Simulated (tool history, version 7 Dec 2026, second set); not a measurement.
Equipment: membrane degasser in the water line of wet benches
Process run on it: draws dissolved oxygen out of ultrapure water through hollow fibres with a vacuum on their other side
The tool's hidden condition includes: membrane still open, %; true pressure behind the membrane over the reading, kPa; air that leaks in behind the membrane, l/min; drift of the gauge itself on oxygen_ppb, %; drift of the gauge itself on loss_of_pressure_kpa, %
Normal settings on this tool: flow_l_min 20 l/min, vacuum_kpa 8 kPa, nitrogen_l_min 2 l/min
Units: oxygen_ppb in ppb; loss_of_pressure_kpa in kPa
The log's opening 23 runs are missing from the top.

run	hour	flow_l_min	vacuum_kpa	nitrogen_l_min	hours since the membrane was changed	hours since the vacuum gauge was calibrated	hours since the vacuum lines were made tight	oxygen_ppb	loss_of_pressure_kpa
24	3549.2	29	18.39	1.04	6095	2714	1544	1107	41.17
25	3648	17	4.91	2	6194	2813	1643	188.6	24.24
26	3867.6	17	4.91	2	6414	3032	1862	188.9	24.38
27	4048.5	20	14.64	2	6595	3213	2043	456.5	28.73
28	4204.8	29	16.67	0.85	6751	3370	2199	1129.9	41.72
29	4310.9	25	16.67	1.82	6857	3476	2305	673.5	36.15
30	4464.3	25	16.67	1.82	7011	3629	2459	657.3	36.13
31	4575.4	23	16.67	1.82	7122	3740	2570	615.9	33.05

Predict each of these 3 candidate next runs independently; none follows another, all start after run 31:
A	4788	26	16.67	3.23	7334	3953	2783	?	?
B	4788	14	8	0.83	7334	3953	2783	?	?
C	4788	23	8.05	2.07	7334	3953	2783	?	?

run	oxygen_ppb	loss_of_pressure_kpa
A	533.2	37.43
B	307.7	20.14
C	373.6	33.05
What these runs would have given with no unlogged condition in the tool:
run	oxygen_ppb	loss_of_pressure_kpa
A	463.1	34.66
B	264.6	18.64
C	308	30.59
